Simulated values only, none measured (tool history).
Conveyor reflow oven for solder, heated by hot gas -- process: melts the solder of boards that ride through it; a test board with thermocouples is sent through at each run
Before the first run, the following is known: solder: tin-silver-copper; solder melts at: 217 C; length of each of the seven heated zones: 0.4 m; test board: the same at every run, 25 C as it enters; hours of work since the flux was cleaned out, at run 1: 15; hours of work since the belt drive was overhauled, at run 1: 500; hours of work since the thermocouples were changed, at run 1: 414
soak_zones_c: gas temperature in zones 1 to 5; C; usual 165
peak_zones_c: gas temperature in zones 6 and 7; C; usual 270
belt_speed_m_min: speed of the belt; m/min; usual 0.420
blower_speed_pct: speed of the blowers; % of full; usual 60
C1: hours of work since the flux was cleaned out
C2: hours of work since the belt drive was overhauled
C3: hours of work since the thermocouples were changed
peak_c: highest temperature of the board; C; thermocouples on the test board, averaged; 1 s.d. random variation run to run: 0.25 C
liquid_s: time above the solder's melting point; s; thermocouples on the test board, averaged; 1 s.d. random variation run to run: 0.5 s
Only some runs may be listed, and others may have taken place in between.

run 1 hour=0.0 | soak_zones_c=165 peak_zones_c=270 belt_speed_m_min=0.420 blower_speed_pct=60 | C1=15 C2=500 C3=414 | peak_c=254.9 liquid_s=85.7
run 2 hour=8.9 | soak_zones_c=165 peak_zones_c=270 belt_speed_m_min=0.420 blower_speed_pct=60 | C1=20 C2=506 C3=420 | peak_c=255.4 liquid_s=85.5
run 3 hour=19.5 | soak_zones_c=165 peak_zones_c=270 belt_speed_m_min=0.420 blower_speed_pct=60 | C1=27 C2=512 C3=426 | peak_c=254.9 liquid_s=85.1
run 4 hour=33.8 | soak_zones_c=165 peak_zones_c=270 belt_speed_m_min=0.420 blower_speed_pct=56 | C1=36 C2=521 C3=435 | peak_c=253.9 liquid_s=85.0
run 5 hour=47.2 | soak_zones_c=165 peak_zones_c=270 belt_speed_m_min=0.420 blower_speed_pct=56 | C1=44 C2=530 C3=444 | peak_c=254.2 liquid_s=84.7
run 6 hour=59.7 | soak_zones_c=165 peak_zones_c=270 belt_speed_m_min=0.420 blower_speed_pct=52 | C1=52 C2=537 C3=452 | peak_c=253.1 liquid_s=83.2
run 7 hour=68.9 | soak_zones_c=165 peak_zones_c=270 belt_speed_m_min=0.420 blower_speed_pct=86 | C1=58 C2=543 C3=457 | peak_c=258.4 liquid_s=90.5
run 8 hour=76.2 | soak_zones_c=165 peak_zones_c=270 belt_speed_m_min=0.420 blower_speed_pct=60 | C1=62 C2=548 C3=462 | peak_c=254.9 liquid_s=85.6
run 9 hour=87.3 | soak_zones_c=165 peak_zones_c=270 belt_speed_m_min=0.420 blower_speed_pct=60 | C1=69 C2=555 C3=469 | peak_c=254.7 liquid_s=84.8
run 10 hour=95.2 | soak_zones_c=165 peak_zones_c=270 belt_speed_m_min=0.420 blower_speed_pct=60 | C1=74 C2=560 C3=474 | peak_c=254.8 liquid_s=85.3
run 11 hour=102.8 | soak_zones_c=165 peak_zones_c=270 belt_speed_m_min=0.420 blower_speed_pct=60 | C1=79 C2=564 C3=478 | peak_c=254.4 liquid_s=85.3
run 12 hour=110.3 | soak_zones_c=165 peak_zones_c=279 belt_speed_m_min=0.420 blower_speed_pct=60 | C1=83 C2=569 C3=483 | peak_c=263.0 liquid_s=92.8
run 13 hour=119.4 | soak_zones_c=165 peak_zones_c=270 belt_speed_m_min=0.420 blower_speed_pct=76 | C1=89 C2=575 C3=489 | peak_c=256.5 liquid_s=89.0
run 14 hour=130.1 | soak_zones_c=165 peak_zones_c=270 belt_speed_m_min=0.420 blower_speed_pct=76 | C1=96 C2=581 C3=496 | peak_c=256.9 liquid_s=88.3
run 15 hour=144.2 | soak_zones_c=165 peak_zones_c=270 belt_speed_m_min=0.420 blower_speed_pct=76 | C1=105 C2=590 C3=504 | peak_c=256.8 liquid_s=89.1
run 16 hour=159.4 | soak_zones_c=156 peak_zones_c=270 belt_speed_m_min=0.420 blower_speed_pct=58 | C1=114 C2=600 C3=514 | peak_c=252.9 liquid_s=78.8
run 17 hour=167.5 | soak_zones_c=156 peak_zones_c=270 belt_speed_m_min=0.420 blower_speed_pct=55 | C1=119 C2=605 C3=519 | peak_c=251.9 liquid_s=78.2
run 18 hour=183.3 | soak_zones_c=156 peak_zones_c=284 belt_speed_m_min=0.420 blower_speed_pct=85 | C1=129 C2=615 C3=529 | peak_c=269.5 liquid_s=94.4
run 19 hour=199.9 | soak_zones_c=156 peak_zones_c=278 belt_speed_m_min=0.420 blower_speed_pct=85 | C1=139 C2=625 C3=539 | peak_c=264.0 liquid_s=90.9
run 20 hour=214.6 | soak_zones_c=154 peak_zones_c=280 belt_speed_m_min=0.420 blower_speed_pct=60 | C1=149 C2=634 C3=548 | peak_c=261.6 liquid_s=86.3
run 21 hour=224.7 | soak_zones_c=166 peak_zones_c=270 belt_speed_m_min=0.382 blower_speed_pct=60 | C1=155 C2=641 C3=555 | peak_c=257.9 liquid_s=98.4
run 22 hour=238.0 | soak_zones_c=165 peak_zones_c=258 belt_speed_m_min=0.451 blower_speed_pct=85 | C1=163 C2=649 C3=563 | peak_c=244.9 liquid_s=69.4
run 23 hour=252.0 | soak_zones_c=165 peak_zones_c=283 belt_speed_m_min=0.400 blower_speed_pct=61 | C1=172 C2=658 C3=572 | peak_c=267.2 liquid_s=101.2
run 24 hour=265.6 | soak_zones_c=165 peak_zones_c=270 belt_speed_m_min=0.471 blower_speed_pct=60 | C1=180 C2=666 C3=580 | peak_c=249.9 liquid_s=69.7
run 25 hour=273.6 | soak_zones_c=165 peak_zones_c=270 belt_speed_m_min=0.399 blower_speed_pct=60 | C1=186 C2=671 C3=585 | peak_c=255.6 liquid_s=90.7
run 26 hour=287.5 | soak_zones_c=179 peak_zones_c=282 belt_speed_m_min=0.470 blower_speed_pct=60 | C1=194 C2=680 C3=594 | peak_c=262.5 liquid_s=88.4
run 27 hour=300.7 | soak_zones_c=164 peak_zones_c=264 belt_speed_m_min=0.347 blower_speed_pct=75 | C1=202 C2=688 C3=602 | peak_c=256.0 liquid_s=107.5
run 28 hour=308.2 | soak_zones_c=164 peak_zones_c=264 belt_speed_m_min=0.347 blower_speed_pct=75 | C1=207 C2=693 C3=607 | peak_c=255.4 liquid_s=107.4
run 29 hour=325.0 | soak_zones_c=164 peak_zones_c=264 belt_speed_m_min=0.347 blower_speed_pct=75 | C1=218 C2=703 C3=617 | peak_c=256.1 liquid_s=107.2
run 30 hour=332.1 | soak_zones_c=164 peak_zones_c=264 belt_speed_m_min=0.347 blower_speed_pct=75 | C1=222 C2=708 C3=622 | peak_c=255.7 liquid_s=107.5

Below are 3 alternative next runs, each starting from the tool's condition after run 30. Predict each:
run A hour=348.4 | soak_zones_c=163 peak_zones_c=269 belt_speed_m_min=0.347 blower_speed_pct=88 | C1=232 C2=718 C3=632 | peak_c=? liquid_s=?
run B hour=348.4 | soak_zones_c=164 peak_zones_c=264 belt_speed_m_min=0.356 blower_speed_pct=55 | C1=232 C2=718 C3=632 | peak_c=? liquid_s=?
run C hour=348.4 | soak_zones_c=165 peak_zones_c=270 belt_speed_m_min=0.409 blower_speed_pct=60 | C1=232 C2=718 C3=632 | peak_c=? liquid_s=?

run=A peak_c=261.6 liquid_s=113.3
run=B peak_c=252.5 liquid_s=98.5
run=C peak_c=254.4 liquid_s=87.8
Stripped of hidden state, with their random variation kept, the same runs would have yielded:
run=A peak_c=261.9 liquid_s=112.4
run=B peak_c=252.6 liquid_s=97.7
run=C peak_c=254.9 liquid_s=87.4

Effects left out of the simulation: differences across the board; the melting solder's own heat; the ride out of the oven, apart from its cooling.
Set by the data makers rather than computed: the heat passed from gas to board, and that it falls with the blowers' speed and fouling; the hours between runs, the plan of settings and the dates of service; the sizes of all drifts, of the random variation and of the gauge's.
